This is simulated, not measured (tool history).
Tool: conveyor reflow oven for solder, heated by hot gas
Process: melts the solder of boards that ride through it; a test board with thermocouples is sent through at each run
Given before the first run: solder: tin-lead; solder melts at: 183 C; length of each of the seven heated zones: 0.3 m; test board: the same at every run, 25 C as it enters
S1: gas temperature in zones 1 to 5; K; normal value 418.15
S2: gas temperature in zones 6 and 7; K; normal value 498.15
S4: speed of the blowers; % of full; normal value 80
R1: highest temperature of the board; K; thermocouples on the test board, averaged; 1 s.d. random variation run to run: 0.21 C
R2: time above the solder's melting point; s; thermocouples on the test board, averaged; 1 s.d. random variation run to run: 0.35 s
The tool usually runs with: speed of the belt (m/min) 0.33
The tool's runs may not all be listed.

Run 1, hour 0: usual settings. Result: R1 487.05 K, R2 83.2 s.
Run 2, hour 52.2: usual settings. Result: R1 487.75 K, R2 83.5 s.
Run 3, hour 92.4: usual settings but speed of the belt (m/min) 0.312. Result: R1 488.05 K, R2 90 s.
Run 4, hour 129.3: usual settings but S1 408.15 K. Result: R1 485.25 K, R2 76.6 s.
Run 5, hour 164.9: usual settings but S1 408.15 K. Result: R1 485.15 K, R2 76 s.
Run 6, hour 201.7: usual settings. Result: R1 487.05 K, R2 82.2 s.

The next listed run, before its measurement:
Run 7, hour 242: usual settings. Result: R1 ?, R2 ?.

{"run 7": {"R1": 486.85, "R2": 82.2}}
Take away the tool's hidden state, keep the run-to-run variation as it was, and the same run would have given R1 487.75 K, R2 83.6 s.
